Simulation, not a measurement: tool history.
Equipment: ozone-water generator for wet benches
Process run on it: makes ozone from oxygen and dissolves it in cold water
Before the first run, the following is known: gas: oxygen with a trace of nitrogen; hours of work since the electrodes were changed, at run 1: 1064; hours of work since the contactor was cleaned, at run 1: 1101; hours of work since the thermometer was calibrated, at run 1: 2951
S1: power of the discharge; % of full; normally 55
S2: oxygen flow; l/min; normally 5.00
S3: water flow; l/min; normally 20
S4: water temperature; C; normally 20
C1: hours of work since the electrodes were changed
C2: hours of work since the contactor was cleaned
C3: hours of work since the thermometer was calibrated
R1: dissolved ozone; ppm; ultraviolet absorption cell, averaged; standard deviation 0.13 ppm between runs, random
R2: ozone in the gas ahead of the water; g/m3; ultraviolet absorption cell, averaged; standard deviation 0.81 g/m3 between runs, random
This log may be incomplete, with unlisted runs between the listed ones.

run,day,S1,S2,S3,S4,C1,C2,C3,R1,R2
1,0.000,55,5.00,20,20,1064,1101,2951,12.0,123.4
2,1.521,55,5.00,20,15,1097,1134,2984,12.8,124.0
3,2.471,50,5.00,20,20,1118,1155,3004,11.1,114.0
4,3.225,55,5.00,20,20,1134,1171,3021,11.8,123.1
5,4.750,55,5.00,20,20,1167,1204,3053,12.1,122.5
6,5.492,55,5.00,20,20,1183,1220,3069,12.0,124.5
7,6.842,55,6.47,20,20,1212,1249,3099,12.0,109.0
8,7.746,55,6.47,20,20,1231,1268,3118,11.9,109.3
9,9.225,55,6.47,20,20,1263,1300,3150,12.0,108.4
10,10.454,55,6.47,20,20,1290,1327,3176,12.0,107.0
11,11.471,55,6.47,22,20,1311,1348,3198,11.1,107.1
12,12.217,55,6.47,22,20,1328,1365,3214,11.3,107.9
13,13.533,55,6.47,22,20,1356,1393,3243,11.2,108.0
14,14.308,55,5.00,20,20,1373,1410,3259,11.9,123.7
15,15.471,55,5.00,20,20,1398,1435,3284,12.1,122.4
16,16.821,81,4.22,20,20,1427,1464,3314,16.4,185.1
17,17.754,81,4.22,20,20,1447,1484,3334,16.4,183.3
# day 17.867: water thermometer calibrated
18,19.046,60,4.22,20,20,1474,1511,25,12.6,143.2
19,20.596,60,4.22,20,20,1508,1545,59,12.5,142.7
20,22.075,84,3.67,16,12,1540,1576,91,22.1,203.9
# day 22.771: water thermometer calibrated, once more
21,23.338,84,3.67,16,18,1566,1603,12,20.9,201.2
22,24.462,58,3.79,20,16,1591,1627,36,12.8,147.7
23,25.817,80,5.00,23,19,1620,1657,66,14.4,166.2
24,26.812,80,5.00,23,19,1641,1678,87,14.7,165.9
25,27.538,80,4.19,23,19,1657,1694,103,14.5,179.8
26,28.379,80,4.19,23,19,1675,1712,121,14.2,181.4
27,29.717,55,8.58,15,21,1704,1741,150,13.9,93.0
28,31.033,40,3.33,20,24,1732,1769,178,8.3,112.0
29,32.375,57,7.36,20,18,1761,1798,207,13.0,103.8

Alternative continuations, all from the tool just after run 29; predict every row:
A,33.396,57,5.68,20,23,1783,1820,229,?,?
B,33.396,49,5.43,20,23,1783,1820,229,?,?
C,33.396,55,6.01,20,20,1783,1820,229,?,?
D,33.396,44,5.27,20,18,1783,1820,229,?,?

run,R1,R2
A,11.6,117.4
B,10.1,104.9
C,11.8,111.0
D,10.3,98.1
With the hidden condition removed and each run's random variation left untouched, the same runs would have given:
run,R1,R2
A,12.3,123.3
B,10.7,109.3
C,12.5,116.3
D,10.9,101.7

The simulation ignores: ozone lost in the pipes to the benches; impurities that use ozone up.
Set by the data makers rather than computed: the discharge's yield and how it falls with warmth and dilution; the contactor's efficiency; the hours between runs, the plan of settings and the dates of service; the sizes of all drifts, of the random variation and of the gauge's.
